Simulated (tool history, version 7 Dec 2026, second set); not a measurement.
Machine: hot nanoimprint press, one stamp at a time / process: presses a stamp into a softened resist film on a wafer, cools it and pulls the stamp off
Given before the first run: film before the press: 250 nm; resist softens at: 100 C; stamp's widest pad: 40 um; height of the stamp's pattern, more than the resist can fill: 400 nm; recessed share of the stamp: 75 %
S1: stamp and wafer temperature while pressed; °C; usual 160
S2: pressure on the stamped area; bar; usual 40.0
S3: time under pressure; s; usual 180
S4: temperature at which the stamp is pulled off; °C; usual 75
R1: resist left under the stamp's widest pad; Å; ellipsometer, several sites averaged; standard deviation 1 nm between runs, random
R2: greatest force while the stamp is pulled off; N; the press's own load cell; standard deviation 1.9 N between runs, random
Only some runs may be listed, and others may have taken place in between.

run	hour	S1	S2	S3	S4	R1	R2
1	0.0	160	40.0	180	75	1550	154
2	9.8	160	40.0	297	75	1317	157
3	20.9	168	40.0	180	75	1112	159
4	38.5	160	40.0	180	75	1549	157
# hour 53.5: stamp cleaned and given a new release coat
5	66.6	160	40.0	215	75	1482	144
6	77.1	160	40.0	215	75	1461	144
7	99.3	160	40.0	215	75	1462	154
8	113.4	164	40.0	215	75	1243	148
9	134.7	164	40.0	215	75	1247	151
# hour 147.7: plate thermocouple calibrated
10	154.4	151	25.3	215	75	2149	149
11	170.2	151	64.0	151	75	1858	155
12	181.8	163	40.0	180	75	1315	154
13	195.1	163	40.0	97	75	1599	156
14	209.2	163	40.0	246	75	1161	155
# hour 228.0: stamp cleaned and given a new release coat
15	234.3	163	40.0	246	75	1174	143
16	244.5	163	40.0	246	82	1171	134
17	254.1	160	40.0	180	72	1481	148

Table of differences, measured result less the result of that run with no hidden state. Run-to-run variation is the same in both. Gauge scatter possibly is not:
What the log doesn't record here: true temperature over the reading, C; pressure that arrives at the usual setting, %; grip of the stamp's worn release coat, % over a new coat's; drift of the gauge itself on residual_nm, %; drift of the gauge itself on pull_off_n, %.
run	R1	R2
1	+78	+13
2	+76	+14
3	+64	+15
4	+81	+16
5	+83	+3
6	+83	+4
7	+85	+6
8	+79	+7
9	+80	+10
10	+1	+9
11	+11	+10
12	+8	+11
13	+9	+13
14	+10	+13
15	+11	+1
16	+12	+1
17	+14	+3

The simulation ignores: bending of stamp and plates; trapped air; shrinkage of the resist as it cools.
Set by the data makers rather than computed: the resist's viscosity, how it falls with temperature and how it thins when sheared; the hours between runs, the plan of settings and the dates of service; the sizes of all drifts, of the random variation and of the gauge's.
